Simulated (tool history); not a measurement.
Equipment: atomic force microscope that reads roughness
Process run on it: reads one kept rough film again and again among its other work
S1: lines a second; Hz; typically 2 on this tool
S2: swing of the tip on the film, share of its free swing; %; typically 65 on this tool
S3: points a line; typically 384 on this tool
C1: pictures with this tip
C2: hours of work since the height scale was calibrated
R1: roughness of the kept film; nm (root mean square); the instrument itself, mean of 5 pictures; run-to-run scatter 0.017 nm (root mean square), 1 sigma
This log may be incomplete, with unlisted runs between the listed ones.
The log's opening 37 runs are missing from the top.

run,hour,S1,S2,S3,C1,C2,R1
38,1772.8,3.84,86,891,146,1659,3.316
39,1817.4,0.56,82,334,226,1691,4.234
40,1870.7,0.66,88,624,320,1729,4.131
# hour 1907.5: new tip fitted
41,1922.8,0.51,57,632,27,1765,4.439
42,1956.3,0.51,57,632,86,1789,4.416
43,2027,0.51,57,632,212,1839,4.374
44,2085.1,0.59,66,482,315,1881,4.309
45,2119.3,0.59,66,482,376,1905,4.302
# hour 2125.3: new tip fitted
46,2179.9,0.59,66,482,97,1948,4.413
47,2243.5,1,65,273,210,1993,4.284
48,2292.1,0.85,90,273,296,2027,4.036
# hour 2341.2: new tip fitted
49,2341.9,0.85,90,273,2,2062,4.159
50,2374.5,0.85,90,273,60,2086,4.111
51,2422.8,2,65,282,145,2120,4.223
52,2458.1,2,65,282,208,2145,4.24

Below are 3 alternative next runs, each starting from the tool's condition after run 52. Predict each:
# hour 2481.1: height scale calibrated on a step standard
A,2520.1,1.73,65,722,316,28,?
# hour 2481.1: height scale calibrated on a step standard
B,2520.1,2,57,281,316,28,?
# hour 2481.1: height scale calibrated on a step standard
C,2520.1,2,71,563,316,28,?

run,R1
A,4.064
B,4.158
C,3.974
Had the tool no hidden state, the same runs would have come out as:
run,R1
A,4.166
B,4.263
C,4.074

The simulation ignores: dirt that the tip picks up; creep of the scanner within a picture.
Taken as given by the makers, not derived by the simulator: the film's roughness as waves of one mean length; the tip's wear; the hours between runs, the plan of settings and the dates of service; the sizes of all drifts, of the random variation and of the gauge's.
